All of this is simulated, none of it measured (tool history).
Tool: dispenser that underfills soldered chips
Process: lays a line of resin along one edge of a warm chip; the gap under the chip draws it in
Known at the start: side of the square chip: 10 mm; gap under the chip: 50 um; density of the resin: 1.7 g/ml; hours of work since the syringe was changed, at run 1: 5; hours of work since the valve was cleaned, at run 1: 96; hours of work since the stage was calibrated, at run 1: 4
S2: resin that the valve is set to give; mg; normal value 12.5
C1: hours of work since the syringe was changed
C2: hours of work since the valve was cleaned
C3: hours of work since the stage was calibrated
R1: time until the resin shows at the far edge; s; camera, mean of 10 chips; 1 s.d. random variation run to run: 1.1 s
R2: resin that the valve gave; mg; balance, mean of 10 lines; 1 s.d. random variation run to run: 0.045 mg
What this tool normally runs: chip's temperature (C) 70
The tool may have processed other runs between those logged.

Run 1, hour 0: usual settings; C1 5; C2 96; C3 4. Result: R1 134.6 s, R2 11.69 mg.
At hour 2.9: new syringe of resin.
Run 2, hour 5.1: usual settings; C1 2; C2 100; C3 7. Result: R1 116.2 s, R2 11.63 mg.
Run 3, hour 9.6: usual settings but S2 13.1 mg; C1 5; C2 104; C3 11. Result: R1 138.4 s, R2 12.06 mg.
At hour 11.6: new syringe of resin.
Run 4, hour 13.7: usual settings but S2 13.1 mg; C1 2; C2 107; C3 14. Result: R1 114 s, R2 12.18 mg.
At hour 20.1: dispensing valve cleaned and set on the balance.
Run 5, hour 20.1: usual settings but S2 11.2 mg; C1 6; C2 0; C3 18. Result: R1 142.9 s, R2 11.12 mg.
At hour 21.4: new syringe of resin.
Run 6, hour 26.4: usual settings but chip's temperature (C) 72; C1 4; C2 5; C3 23. Result: R1 117.9 s, R2 12.49 mg.
At hour 30: new syringe of resin.
Run 7, hour 31.9: usual settings; C1 1; C2 9; C3 27. Result: R1 112.8 s, R2 12.39 mg.
Run 8, hour 36.8: usual settings; C1 5; C2 13; C3 30. Result: R1 135 s, R2 12.36 mg.
At hour 39.1: new syringe of resin.
Run 9, hour 42: usual settings; C1 2; C2 16; C3 34. Result: R1 115.7 s, R2 12.23 mg.
At hour 47.8: new syringe of resin.
Run 10, hour 47.8: usual settings but S2 12.2 mg; C1 0; C2 21; C3 39. Result: R1 107.4 s, R2 12 mg.
Run 11, hour 51.8: usual settings; C1 3; C2 24; C3 42. Result: R1 119.7 s, R2 12.23 mg.
At hour 56.8: new syringe of resin.
Run 12, hour 58.1: usual settings but chip's temperature (C) 72; C1 1; C2 28; C3 46. Result: R1 102.4 s, R2 12.28 mg.
Run 13, hour 65.1: usual settings but chip's temperature (C) 72; C1 6; C2 34; C3 52. Result: R1 135.7 s, R2 12.1 mg.
At hour 65.9: new syringe of resin.
Run 14, hour 72.4: usual settings but chip's temperature (C) 72; C1 5; C2 39; C3 57. Result: R1 127.1 s, R2 12.13 mg.
At hour 74.7: new syringe of resin.
Run 15, hour 75.7: usual settings but S2 13.2 mg; C1 1; C2 42; C3 60. Result: R1 109.5 s, R2 12.84 mg.
Run 16, hour 79.2: usual settings but S2 13.2 mg; C1 3; C2 44; C3 62. Result: R1 123 s, R2 12.77 mg.
At hour 83.8: new syringe of resin.
Run 17, hour 86.1: usual settings but S2 13.2 mg; C1 2; C2 50; C3 67. Result: R1 112.6 s, R2 12.62 mg.
Run 18, hour 91: usual settings but chip's temperature (C) 59, S2 11.7 mg; C1 6; C2 53; C3 71. Result: R1 203.4 s, R2 11.15 mg.
At hour 92.8: new syringe of resin.
Run 19, hour 95.6: usual settings but chip's temperature (C) 72, S2 10.7 mg; C1 2; C2 57; C3 75. Result: R1 111.8 s, R2 10.23 mg.
At hour 101.9: new syringe of resin.
Run 20, hour 102.7: usual settings but chip's temperature (C) 65, S2 13.3 mg; C1 1; C2 62; C3 80. Result: R1 124.1 s, R2 12.74 mg.
Run 21, hour 108.4: usual settings but S2 11.5 mg; C1 5; C2 66; C3 84. Result: R1 137.2 s, R2 10.88 mg.
At hour 110.8: new syringe of resin.
Run 22, hour 113.4: usual settings but S2 11.5 mg; C1 2; C2 70; C3 88. Result: R1 119.4 s, R2 10.85 mg.
Run 23, hour 119.1: usual settings but chip's temperature (C) 59, S2 14.2 mg; C1 6; C2 75; C3 93. Result: R1 202.7 s, R2 13.44 mg.
At hour 119.8: new syringe of resin.
Run 24, hour 126.1: usual settings but chip's temperature (C) 76, S2 11.7 mg; C1 5; C2 80; C3 98. Result: R1 111.6 s, R2 11.13 mg.
At hour 128.7: new syringe of resin.
Run 25, hour 132.5: usual settings but chip's temperature (C) 59, S2 16.1 mg; C1 3; C2 85; C3 103. Result: R1 171.2 s, R2 15.17 mg.
At hour 137.4: new syringe of resin.
Run 26, hour 138.6: usual settings but chip's temperature (C) 59, S2 16.1 mg; C1 1; C2 89; C3 107. Result: R1 150.7 s, R2 15.04 mg.
Run 27, hour 143.9: usual settings but chip's temperature (C) 59, S2 16.1 mg; C1 5; C2 93; C3 111. Result: R1 180.8 s, R2 14.99 mg.
At hour 146.2: new syringe of resin.
Run 28, hour 147.3: usual settings but S2 13.2 mg; C1 1; C2 96; C3 114. Result: R1 109.1 s, R2 12.28 mg.
Run 29, hour 153: usual settings but chip's temperature (C) 82, S2 14.4 mg; C1 5; C2 100; C3 118. Result: R1 96.2 s, R2 13.29 mg.
At hour 155.3: new syringe of resin.
Run 30, hour 158.4: usual settings but chip's temperature (C) 65, S2 13.9 mg; C1 2; C2 104; C3 122. Result: R1 136.2 s, R2 12.77 mg.
At hour 164.2: new syringe of resin.
Run 31, hour 164.3: usual settings but chip's temperature (C) 65, S2 13.9 mg; C1 0; C2 108; C3 126. Result: R1 121.6 s, R2 12.71 mg.
At hour 168: dispensing valve cleaned and set on the balance.
Run 32, hour 171.2: usual settings but chip's temperature (C) 57, S2 11.4 mg; C1 5; C2 3; C3 131. Result: R1 202.9 s, R2 11.38 mg.
At hour 174.1: new syringe of resin.
Run 33, hour 174.7: usual settings but chip's temperature (C) 75; C1 0; C2 5; C3 133. Result: R1 87.4 s, R2 12.45 mg.
Run 34, hour 177.7: usual settings but chip's temperature (C) 67, S2 10.6 mg; C1 3; C2 7; C3 136. Result: R1 131.1 s, R2 10.59 mg.

Measured result minus the same run's result without the hidden state. Both carry the same run-to-run variation, though not necessarily the same gauge scatter:
Hidden state present: resin's viscosity, % of fresh resin's; dose that the valve gives, % of what is set; true chip temperature over the reading, C; drift of the gauge itself on fill_s, %; drift of the gauge itself on given_mg, %.
run     R1     R2
  1  +28.8  -0.89
  2  +12.5  -0.92
  3  +34.1     -1
  4  +11.5  -1.04
  5  +37.2     +0
  6  +20.4  -0.05
  7   +8.8  -0.09
  8  +31.8  -0.12
  9  +11.6  -0.15
 10   +1.6  -0.19
 11  +18.7  -0.22
 12   +5.2  -0.27
 13  +37.9  -0.32
 14  +29.2  -0.38
 15   +5.8  -0.42
 16  +21.1  -0.45
 17  +10.7   -0.5
 18  +51.8  -0.48
 19  +12.3  -0.47
 20   +3.5  -0.63
 21    +31  -0.59
 22  +12.2  -0.62
 23    +55  -0.81
 24  +25.6  -0.71
 25  +24.8  -1.04
 26   +3.7   -1.1
 27  +37.4  -1.14
 28   +7.4  -0.96
 29    +24   -1.1
 30  +16.4   -1.1
 31   +1.8  -1.14
 32  +42.5  -0.02
 33   -1.4  -0.04
 34  +12.4  -0.06

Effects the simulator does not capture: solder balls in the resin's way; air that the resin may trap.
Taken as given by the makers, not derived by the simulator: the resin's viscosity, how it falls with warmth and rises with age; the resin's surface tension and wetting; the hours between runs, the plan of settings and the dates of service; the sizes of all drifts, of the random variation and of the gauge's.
